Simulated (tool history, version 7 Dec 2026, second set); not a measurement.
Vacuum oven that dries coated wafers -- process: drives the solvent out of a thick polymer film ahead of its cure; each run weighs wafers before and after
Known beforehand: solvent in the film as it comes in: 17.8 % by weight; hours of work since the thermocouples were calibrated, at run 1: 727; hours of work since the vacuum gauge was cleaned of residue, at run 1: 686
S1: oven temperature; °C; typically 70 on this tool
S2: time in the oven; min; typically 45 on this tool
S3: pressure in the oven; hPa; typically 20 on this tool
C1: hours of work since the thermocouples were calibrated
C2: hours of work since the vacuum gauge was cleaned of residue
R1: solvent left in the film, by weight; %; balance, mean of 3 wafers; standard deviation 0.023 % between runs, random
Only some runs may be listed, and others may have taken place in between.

run	day	S1	S2	S3	C1	C2	R1
1	0	70	45	20	727	686	2.04
2	1.042	70	45	78.4	742	700	5.6
3	2.954	70	45	78.4	768	726	5.6
4	5	70	45	78.4	796	754	5.58
5	6.25	70	45	78.4	813	771	5.59
6	7.288	70	61	20	827	785	1.6
7	8.417	70	45	45.1	843	801	3.58
8	10.038	65	45	45.1	865	823	5.13
9	11.892	70	23	20	890	848	4.25
10	14.154	70	45	20	921	879	2.06
11	15.625	70	45	20	941	899	2.05
12	17.883	70	45	20	972	930	2.07
13	19.833	70	45	20	999	957	2.04
14	21.621	70	45	20	1023	981	2.05
15	23.821	70	45	20	1053	1011	2.03
16	24.925	70	58	20	1068	1026	1.71
17	26.733	59	45	20	1093	1051	5.67
18	27.812	59	45	20	1108	1066	5.59
19	28.938	59	45	20	1123	1081	5.63
20	30.888	59	45	20	1150	1108	5.63
21	31.904	69	45	65.3	1164	1122	5.13
22	33.212	55	24	11.4	1181	1140	9.5
# day 34.7: oven's thermocouples calibrated
23	34.921	65	34	12.1	3	1162	4.31
24	37.054	58	69	28.3	32	1191	5.51
25	39.329	58	69	28.3	63	1222	5.49
# day 40.646: vacuum gauge cleaned of residue and calibrated
26	41.121	58	69	28.3	87	7	5.13
27	43.346	79	22	48.3	117	37	3.03
28	44.554	79	22	48.3	134	53	3.04
29	46.371	79	22	48.3	159	78	3.01
30	47.508	71	22	13.7	174	94	3.87
31	48.808	70	45	12.5	192	112	1.6
32	49.788	70	45	12.5	205	125	1.6
33	50.938	70	45	12.5	221	141	1.59
34	53.083	70	45	12.5	250	170	1.58
35	54.633	76	42	16.2	272	191	1.03
36	56.854	67	42	13.7	302	222	2.58
37	58.596	68	40	78.2	326	245	6.54
38	60.133	74	44	40	347	266	2.44
39	61.496	78	29	16	365	285	1.25

Some steps in R1, run to run, broken into two amounts with sign: the step expected even without the hidden condition (settings, incoming material, random variation), and the rest, left for the hidden condition together with whatever gauge scatter is not in both the measured and the hidden-condition-free result:
The tool's hidden condition here consists of: true wafer temperature over the reading, C; true pressure over the reading, kPa; drift of the gauge itself on solvent_pct, %.
Run 16 -> 17: S1 70 -> 59, S2 58 -> 45. R1 +3.96 %: hidden state -0.31, all else +4.27.
Run 21 -> 22: S1 69 -> 55, S2 45 -> 24, S3 65.3 -> 11.4. R1 +4.37 %: hidden state -0.05, all else +4.42.
Run 22 -> 23: S1 55 -> 65, S2 24 -> 34, S3 11.4 -> 12.1, oven's thermocouples calibrated. R1 -5.19 %: hidden state +0.38, all else -5.57.
Run 25 -> 26: vacuum gauge cleaned of residue and calibrated. R1 -0.36 %: hidden state -0.36, all else +0.
Run 37 -> 38: S1 68 -> 74, S2 40 -> 44, S3 78.2 -> 40. R1 -4.1 %: hidden state +0.12, all else -4.22.

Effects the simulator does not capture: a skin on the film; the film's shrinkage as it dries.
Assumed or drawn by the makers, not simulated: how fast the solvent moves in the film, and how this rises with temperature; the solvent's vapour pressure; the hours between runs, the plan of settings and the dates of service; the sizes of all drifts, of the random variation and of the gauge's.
